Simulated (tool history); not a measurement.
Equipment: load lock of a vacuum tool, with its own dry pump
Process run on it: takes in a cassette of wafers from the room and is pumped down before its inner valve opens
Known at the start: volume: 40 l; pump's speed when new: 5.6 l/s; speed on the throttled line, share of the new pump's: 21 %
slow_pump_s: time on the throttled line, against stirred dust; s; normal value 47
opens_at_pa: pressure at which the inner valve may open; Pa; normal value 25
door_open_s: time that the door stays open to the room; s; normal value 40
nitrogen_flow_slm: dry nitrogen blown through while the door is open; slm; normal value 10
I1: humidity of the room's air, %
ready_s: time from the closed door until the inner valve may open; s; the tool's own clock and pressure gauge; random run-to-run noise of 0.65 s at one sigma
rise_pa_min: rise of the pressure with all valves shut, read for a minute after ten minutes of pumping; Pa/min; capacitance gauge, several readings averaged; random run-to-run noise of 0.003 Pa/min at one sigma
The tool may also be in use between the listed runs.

run 1 day=0.000 | slow_pump_s=47 opens_at_pa=25 door_open_s=40 nitrogen_flow_slm=10 | I1=44.9 | ready_s=96.6 rise_pa_min=0.028
run 2 day=5.796 | slow_pump_s=47 opens_at_pa=25 door_open_s=40 nitrogen_flow_slm=10 | I1=43.8 | ready_s=96.7 rise_pa_min=0.026
run 3 day=10.538 | slow_pump_s=47 opens_at_pa=25 door_open_s=40 nitrogen_flow_slm=10 | I1=43.9 | ready_s=97.4 rise_pa_min=0.027
run 4 day=15.133 | slow_pump_s=47 opens_at_pa=25 door_open_s=40 nitrogen_flow_slm=10 | I1=47.0 | ready_s=96.5 rise_pa_min=0.031
run 5 day=22.925 | slow_pump_s=47 opens_at_pa=25 door_open_s=40 nitrogen_flow_slm=10 | I1=45.2 | ready_s=96.3 rise_pa_min=0.028
run 6 day=27.746 | slow_pump_s=47 opens_at_pa=24 door_open_s=40 nitrogen_flow_slm=10 | I1=44.2 | ready_s=97.2 rise_pa_min=0.024
run 7 day=32.629 | slow_pump_s=47 opens_at_pa=24 door_open_s=40 nitrogen_flow_slm=43 | I1=47.7 | ready_s=96.2 rise_pa_min=0.014
run 8 day=36.904 | slow_pump_s=47 opens_at_pa=24 door_open_s=40 nitrogen_flow_slm=43 | I1=45.7 | ready_s=97.1 rise_pa_min=0.012
run 9 day=45.488 | slow_pump_s=47 opens_at_pa=24 door_open_s=40 nitrogen_flow_slm=43 | I1=42.6 | ready_s=96.9 rise_pa_min=0.014
run 10 day=54.404 | slow_pump_s=47 opens_at_pa=24 door_open_s=40 nitrogen_flow_slm=43 | I1=41.9 | ready_s=98.6 rise_pa_min=0.015
run 11 day=60.429 | slow_pump_s=47 opens_at_pa=24 door_open_s=40 nitrogen_flow_slm=43 | I1=43.5 | ready_s=98.1 rise_pa_min=0.017
run 12 day=64.267 | slow_pump_s=47 opens_at_pa=29 door_open_s=40 nitrogen_flow_slm=10 | I1=42.9 | ready_s=96.3 rise_pa_min=0.027
run 13 day=73.250 | slow_pump_s=51 opens_at_pa=28 door_open_s=40 nitrogen_flow_slm=10 | I1=45.7 | ready_s=98.5 rise_pa_min=0.028
run 14 day=77.896 | slow_pump_s=51 opens_at_pa=28 door_open_s=40 nitrogen_flow_slm=10 | I1=44.0 | ready_s=98.5 rise_pa_min=0.028
run 15 day=82.104 | slow_pump_s=51 opens_at_pa=28 door_open_s=40 nitrogen_flow_slm=10 | I1=44.9 | ready_s=98.3 rise_pa_min=0.027
run 16 day=87.625 | slow_pump_s=88 opens_at_pa=20 door_open_s=40 nitrogen_flow_slm=14 | I1=46.6 | ready_s=130.3 rise_pa_min=0.026
run 17 day=92.667 | slow_pump_s=78 opens_at_pa=19 door_open_s=40 nitrogen_flow_slm=25 | I1=46.9 | ready_s=121.9 rise_pa_min=0.017
run 18 day=100.750 | slow_pump_s=78 opens_at_pa=19 door_open_s=40 nitrogen_flow_slm=25 | I1=47.5 | ready_s=123.7 rise_pa_min=0.017
run 19 day=106.983 | slow_pump_s=78 opens_at_pa=19 door_open_s=57 nitrogen_flow_slm=25 | I1=45.5 | ready_s=124.1 rise_pa_min=0.022

Here are 5 independent what-if runs from the current tool condition. What would each one return?
run A day=113.738 | slow_pump_s=59 opens_at_pa=25 door_open_s=40 nitrogen_flow_slm=10 | I1=44.6 | ready_s=? rise_pa_min=?
run B day=113.738 | slow_pump_s=78 opens_at_pa=26 door_open_s=57 nitrogen_flow_slm=25 | I1=43.1 | ready_s=? rise_pa_min=?
run C day=113.738 | slow_pump_s=40 opens_at_pa=26 door_open_s=40 nitrogen_flow_slm=10 | I1=43.1 | ready_s=? rise_pa_min=?
run D day=113.738 | slow_pump_s=47 opens_at_pa=28 door_open_s=40 nitrogen_flow_slm=25 | I1=42.7 | ready_s=? rise_pa_min=?
run E day=113.738 | slow_pump_s=71 opens_at_pa=25 door_open_s=40 nitrogen_flow_slm=10 | I1=45.4 | ready_s=? rise_pa_min=?

run=A ready_s=104.7 rise_pa_min=0.027
run=B ready_s=120.7 rise_pa_min=0.020
run=C ready_s=92.0 rise_pa_min=0.028
run=D ready_s=95.9 rise_pa_min=0.013
run=E ready_s=115.3 rise_pa_min=0.027
Stripped of hidden state, with their random variation kept, the same runs would have yielded:
run=A ready_s=104.7 rise_pa_min=0.026
run=B ready_s=120.7 rise_pa_min=0.019
run=C ready_s=92.0 rise_pa_min=0.026
run=D ready_s=95.9 rise_pa_min=0.012
run=E ready_s=115.3 rise_pa_min=0.026
